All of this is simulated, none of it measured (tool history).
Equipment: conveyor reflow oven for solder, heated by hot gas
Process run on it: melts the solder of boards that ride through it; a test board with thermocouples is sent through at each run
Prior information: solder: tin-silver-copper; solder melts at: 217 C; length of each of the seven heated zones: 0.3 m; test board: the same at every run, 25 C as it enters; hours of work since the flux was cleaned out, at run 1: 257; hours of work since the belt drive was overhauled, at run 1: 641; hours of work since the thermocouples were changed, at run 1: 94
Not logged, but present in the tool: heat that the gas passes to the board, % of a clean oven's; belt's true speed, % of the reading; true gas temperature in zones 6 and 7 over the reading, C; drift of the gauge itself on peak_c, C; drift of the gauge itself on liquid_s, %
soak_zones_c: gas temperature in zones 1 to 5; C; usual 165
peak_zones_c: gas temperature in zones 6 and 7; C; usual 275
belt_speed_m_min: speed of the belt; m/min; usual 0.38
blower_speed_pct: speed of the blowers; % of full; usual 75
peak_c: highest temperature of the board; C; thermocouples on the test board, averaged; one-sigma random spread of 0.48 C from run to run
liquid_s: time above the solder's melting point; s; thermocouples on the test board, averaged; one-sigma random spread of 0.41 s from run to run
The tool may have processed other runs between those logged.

run,day,soak_zones_c,peak_zones_c,belt_speed_m_min,blower_speed_pct,hours of work since the flux was cleaned out,hours of work since the belt drive was overhauled,hours of work since the thermocouples were changed,peak_c,liquid_s
1,0,165,275,0.38,75,257,641,94,260.8,75.8
2,1.117,165,275,0.38,75,271,656,108,260.4,75.6
3,2.304,165,275,0.38,75,287,672,124,260.5,75.7
4,3.062,165,275,0.38,75,297,682,134,259.6,75.7
5,4.225,165,275,0.38,75,312,697,149,259.9,75.5
6,4.729,165,275,0.38,75,319,704,156,260.4,74.9
7,5.917,165,269,0.38,75,335,720,172,253.9,71
8,6.825,165,269,0.38,75,347,731,184,253.4,71.1
9,7.688,165,269,0.38,75,358,743,195,254.6,70.1
10,8.346,165,269,0.38,75,367,752,204,252.9,69.8
11,8.929,165,269,0.38,75,375,759,211,253.3,70.2
12,9.925,165,269,0.38,75,388,772,225,254.2,70.5
13,10.629,165,269,0.38,75,397,782,234,253,70.7
# day 11.525: flux residue cleaned out of gas plates and filters
14,11.6,165,275,0.38,75,1,792,244,262.7,79
15,12.633,165,275,0.38,75,15,805,258,262.4,77.9
16,13.804,165,275,0.38,75,30,821,273,262.8,78.1
# day 14.042: belt drive overhauled, speed set with a stopwatch
17,15.171,156,268,0.323,67,46,15,289,256.9,86.1
18,16.225,172,275,0.38,72,60,29,303,262.5,81.9
19,16.767,172,275,0.38,72,67,36,310,262,81.1
20,17.85,172,275,0.38,72,81,50,324,262.3,81.3
21,18.412,173,279,0.38,75,89,58,332,266.9,83.9
# day 18.712: belt drive overhauled, speed set with a stopwatch, once more
22,19.446,165,268,0.346,75,100,10,343,257.5,81.1
23,20.071,159,289,0.388,75,108,18,351,272.1,78.8
24,21.179,166,275,0.41,90,123,33,366,261.5,70.6
25,22.388,166,282,0.327,55,139,49,382,267.5,92.8
26,23.308,152,284,0.366,58,151,61,394,262.9,74.8
27,24.017,164,287,0.38,75,161,70,403,272.1,81
28,24.9,160,275,0.35,59,172,82,415,258.1,76.4
29,26.029,160,275,0.35,59,187,97,430,258.5,76.7
30,26.875,160,275,0.441,56,198,108,441,247,49.7

What if the next run were any one of these 4? Each begins from the tool's condition after run 30:
A,28.042,165,287,0.427,72,214,123,457,?,?
B,28.042,165,275,0.366,75,214,123,457,?,?
C,28.042,170,270,0.38,75,214,123,457,?,?
D,28.042,165,275,0.431,63,214,123,457,?,?

run,peak_c,liquid_s
A,265.3,68.8
B,261.1,78.8
C,255.4,73
D,250.6,57.6
Had the tool no hidden state, the same runs would have come out as:
run,peak_c,liquid_s
A,268.2,70.6
B,263.6,80.9
C,257.8,75.2
D,253.3,60.2
